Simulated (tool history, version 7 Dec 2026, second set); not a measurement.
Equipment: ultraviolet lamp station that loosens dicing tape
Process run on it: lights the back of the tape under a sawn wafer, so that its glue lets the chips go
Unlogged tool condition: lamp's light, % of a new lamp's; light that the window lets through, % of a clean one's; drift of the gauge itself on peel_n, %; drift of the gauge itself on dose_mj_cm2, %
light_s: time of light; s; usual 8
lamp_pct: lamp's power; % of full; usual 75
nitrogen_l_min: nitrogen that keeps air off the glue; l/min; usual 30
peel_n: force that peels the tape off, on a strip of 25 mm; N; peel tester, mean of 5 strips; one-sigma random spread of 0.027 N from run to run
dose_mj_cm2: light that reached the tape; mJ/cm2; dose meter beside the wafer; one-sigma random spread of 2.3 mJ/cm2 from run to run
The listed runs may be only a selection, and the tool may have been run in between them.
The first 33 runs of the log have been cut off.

run,day,light_s,lamp_pct,nitrogen_l_min,hours of work of the lamp,hours of work since the window was cleaned,peel_n,dose_mj_cm2
34,20.85,9,65,48,822,53,1.932,161
# day 21.267: window cleaned of glue's vapour, once more
35,21.471,4,75,30,832,3,4.319,92
36,22.175,4,75,30,843,14,4.319,94
37,22.675,6,69,10,851,22,4.483,129
38,23.421,6,69,10,862,34,4.545,133
39,23.996,9,86,10,871,43,2.337,246
40,24.733,10,60,43,883,54,1.612,190
41,25.562,7,88,15,896,67,2.695,194
42,26.242,7,84,21,906,78,2.376,183

Here are 3 independent what-if runs from the current tool condition. What would each one return?
A,26.879,5,68,47,916,88,?,?
B,26.879,7,78,21,916,88,?,?
C,26.879,8,66,30,916,88,?,?

run,peel_n,dose_mj_cm2
A,3.31,104
B,2.584,170
C,2.289,166
Without the tool's hidden state the same runs would have given:
run,peel_n,dose_mj_cm2
A,2.585,129
B,1.911,209
C,1.655,204
